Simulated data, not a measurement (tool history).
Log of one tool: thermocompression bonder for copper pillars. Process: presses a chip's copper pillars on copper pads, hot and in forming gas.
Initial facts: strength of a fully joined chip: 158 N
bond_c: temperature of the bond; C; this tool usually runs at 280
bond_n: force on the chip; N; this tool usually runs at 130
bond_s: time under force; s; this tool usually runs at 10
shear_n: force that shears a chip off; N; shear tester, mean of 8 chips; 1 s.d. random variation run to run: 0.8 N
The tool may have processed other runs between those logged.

run   hour  bond_c  bond_n  bond_s  shear_n
  1      0     280     130      10     62.5
  2   21.3     280     101      10       45
  3   36.7     280     101      10     45.1
  4   55.1     280     130      23     84.9
  5   75.1     280     130      23       83
  6   89.5     280     130      23     82.5
  7  104.7     280     130      12       66
  8  125.6     280     130      27     88.1
  9  151.4     280     130       5     47.7
 10  162.9     280     130      15     72.9
 11    175     280     130      15     72.2
 12  197.1     280     130      10       60
 13  219.6     280     130      10     62.1
 14  236.1     280     130       7     53.7
 15  255.3     280     130      11     64.4
 16  276.9     280     130      11       65
 17  302.4     270     130      10     56.4
 18  320.5     270     130      10     53.4
 19  348.1     279      94       6     33.2
 20  359.6     280     121      10     55.7
 21  376.1     300     107       7       54
 22  388.1     287     159       7       74
 23  401.9     287     159       7     71.6
 24  419.7     289     159      11     86.3
 25  446.4     300     136       8     73.6
 26  472.6     253     130      10     43.9
 27    497     253     158       6     43.8
 28  519.6     257     130      11     47.8
 29  535.2     280      78       6     26.5
 30  564.5     280      78       6     26.5
 31  583.5     280      78       6     25.7
 32  604.4     280     130      25     85.4
 33  622.6     280     130      25     85.6
 34  639.2     300     115      16     79.3
 35  662.9     309     170      10    106.9
 36  687.1     309     170      10    105.7

Between the runs listed above, the log contained 3 entries, not reproduced here. Where in the sequence does each belong, and how does what the log doesn't record of the tool's condition differ from the listed run before to the listed run after?
In the gap between runs 11 and 12: forming gas filter changed (hour 193)
  oxide that the forming gas leaves, % of the face: 1.39 -> 0.52
In the gap between runs 27 and 28: forming gas filter changed (hour 501.8)
  oxide that the forming gas leaves, % of the face: 1.43 -> 0.56
In the gap between runs 29 and 30: heater calibrated with a thermocouple chip (hour 557)
  true temperature of the bond over the reading, C: -0.4 -> 0; oxide that the forming gas leaves, % of the face: 0.61 -> 0.69
